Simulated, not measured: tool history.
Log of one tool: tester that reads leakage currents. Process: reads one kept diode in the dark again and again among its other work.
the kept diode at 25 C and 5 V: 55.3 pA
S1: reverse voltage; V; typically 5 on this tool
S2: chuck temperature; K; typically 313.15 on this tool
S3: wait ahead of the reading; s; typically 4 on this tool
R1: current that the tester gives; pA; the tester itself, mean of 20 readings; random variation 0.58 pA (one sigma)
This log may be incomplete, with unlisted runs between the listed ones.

run 1 day=0 | S1=5 S2=313.15 S3=4 | R1=190.24
run 2 day=7.488 | S1=5 S2=313.15 S3=4 | R1=189.16
run 3 day=13.483 | S1=5 S2=313.15 S3=4 | R1=188.72
run 4 day=18.142 | S1=5 S2=313.15 S3=4 | R1=188.46
run 5 day=24 | S1=5 S2=313.15 S3=4 | R1=190.03
run 6 day=31.529 | S1=5 S2=313.15 S3=4 | R1=188.33
run 7 day=39.483 | S1=1.78 S2=313.15 S3=4 | R1=130.93
run 8 day=44.854 | S1=1.78 S2=313.15 S3=4 | R1=129.89
run 9 day=50.575 | S1=1.78 S2=313.15 S3=4 | R1=129.61
run 10 day=55.604 | S1=7.12 S2=313.15 S3=4 | R1=211.97
run 11 day=63.183 | S1=7.12 S2=313.15 S3=4 | R1=212.84
run 12 day=67.146 | S1=7.12 S2=313.15 S3=4 | R1=211.64
run 13 day=73.054 | S1=7.12 S2=313.15 S3=4 | R1=211.02
run 14 day=77.796 | S1=7.12 S2=313.15 S3=4 | R1=211.16
run 15 day=81.558 | S1=5 S2=313.15 S3=1.52 | R1=186.74
-- day=86.025 probe card cleaned and baked
run 16 day=87.083 | S1=5 S2=313.15 S3=1.52 | R1=182.38
-- day=89.892 chuck's temperature calibrated
run 17 day=90.838 | S1=5 S2=303.15 S3=4 | R1=84.55
run 18 day=94.375 | S1=5 S2=303.15 S3=4 | R1=84.52
run 19 day=98.642 | S1=5 S2=313.15 S3=4 | R1=190.8
run 20 day=107.046 | S1=5 S2=313.15 S3=4 | R1=189.81
run 21 day=112.617 | S1=5 S2=313.15 S3=4 | R1=189.8
run 22 day=119.842 | S1=3.78 S2=303.15 S3=4 | R1=76.08
run 23 day=127.592 | S1=9.31 S2=299.15 S3=2.49 | R1=74.72
run 24 day=131.954 | S1=1.64 S2=313.15 S3=1.02 | R1=127.7
run 25 day=139.017 | S1=2.84 S2=313.15 S3=3.83 | R1=154.82
run 26 day=146.192 | S1=2.84 S2=313.15 S3=0.5 | R1=155.29
run 27 day=150.308 | S1=2.84 S2=313.15 S3=0.5 | R1=154.66
run 28 day=154.95 | S1=2.84 S2=300.15 S3=0.5 | R1=53.49
run 29 day=163.354 | S1=2.84 S2=300.15 S3=0.5 | R1=53.44
run 30 day=168.4 | S1=2.84 S2=300.15 S3=0.5 | R1=53.22
run 31 day=176.929 | S1=2.84 S2=300.15 S3=0.5 | R1=53.14
run 32 day=185.308 | S1=2.84 S2=294.15 S3=5.1 | R1=31.28
run 33 day=190.7 | S1=2.59 S2=323.15 S3=4 | R1=319.47
-- day=197.212 tester calibrated
run 34 day=197.488 | S1=2.59 S2=323.15 S3=4 | R1=321.68
run 35 day=203.321 | S1=2.59 S2=323.15 S3=4 | R1=322.87
run 36 day=206.838 | S1=2.59 S2=323.15 S3=4 | R1=321.12
run 37 day=213.433 | S1=19.4 S2=324.15 S3=0.83 | R1=698.48
run 38 day=217.304 | S1=19.4 S2=324.15 S3=0.83 | R1=693.18
run 39 day=220.983 | S1=1.31 S2=298.15 S3=1.02 | R1=33.99

What if the next run were any one of these 4? Each begins from the tool's condition after run 39:
run A day=226.471 | S1=6.09 S2=313.15 S3=1.75 | R1=?
run B day=226.471 | S1=5 S2=313.15 S3=0.32 | R1=?
run C day=226.471 | S1=3.21 S2=298.15 S3=1.02 | R1=?
run D day=226.471 | S1=1.53 S2=295.15 S3=1.08 | R1=?

run=A R1=201.58
run=B R1=188.44
run=C R1=47.02
run=D R1=27.79
With no hidden state in the tool, these same runs would have given:
run=A R1=207.12
run=B R1=193.84
run=C R1=47.84
run=D R1=28.43
